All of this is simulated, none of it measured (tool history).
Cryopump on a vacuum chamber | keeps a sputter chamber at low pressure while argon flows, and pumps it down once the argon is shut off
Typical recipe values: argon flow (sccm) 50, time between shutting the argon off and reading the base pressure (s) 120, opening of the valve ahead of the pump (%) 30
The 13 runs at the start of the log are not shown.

run	hour	argon flow (sccm)	time between shutting the argon off and reading the base pressure (s)	opening of the valve ahead of the pump (%)	pressure while argon flows (Pa)	pressure after the wait (uPa)
14	354.5	50	83	30	0.2483	3.18
15	374.5	50	83	30	0.2514	3.29
# hour 382.9: pump warmed up, emptied and cooled again
16	414	50	83	30	0.2327	2.98
17	440.7	50	52	30	0.2355	3.84
18	456.8	31	44	24	0.1822	4.25
19	488.9	50	270	20	0.3538	2.02
20	513.6	50	170	36	0.2016	2.4
21	550	36	120	34	0.1538	2.73
22	574.7	36	120	34	0.1542	2.74
23	607.5	25	120	48	0.078	2.86
24	642.7	38	120	48	0.1199	2.88
25	671.9	38	120	48	0.1202	2.81
# hour 692.6: leaking fittings of the chamber tightened, without venting
26	709.5	38	120	48	0.1225	1.31
27	736.7	50	107	16	0.4551	1.46
# hour 767: pump warmed up, emptied and cooled again
28	773.3	50	107	16	0.4397	1.38
29	809.6	50	22	43	0.165	5.55
30	826.7	77	87	30	0.3652	1.65
31	862.8	77	87	30	0.3677	1.7
32	888.4	95	120	30	0.453	1.33
33	916.1	50	105	35	0.2061	1.44

Predict each of these 4 candidate next runs independently; none follows another, all start after run 33:
A	934.1	50	28	30	?	?
B	934.1	46	41	19	?	?
C	934.1	50	157	30	?	?
D	934.1	50	24	21	?	?

run	pressure while argon flows (Pa)	pressure after the wait (uPa)
A	0.2408	4.57
B	0.3463	3.22
C	0.2418	1.11
D	0.3407	5.16
What these runs would have given with no unlogged condition in the tool:
run	pressure while argon flows (Pa)	pressure after the wait (uPa)
A	0.2328	4.43
B	0.3389	3.09
C	0.2337	0.97
D	0.3327	5.03
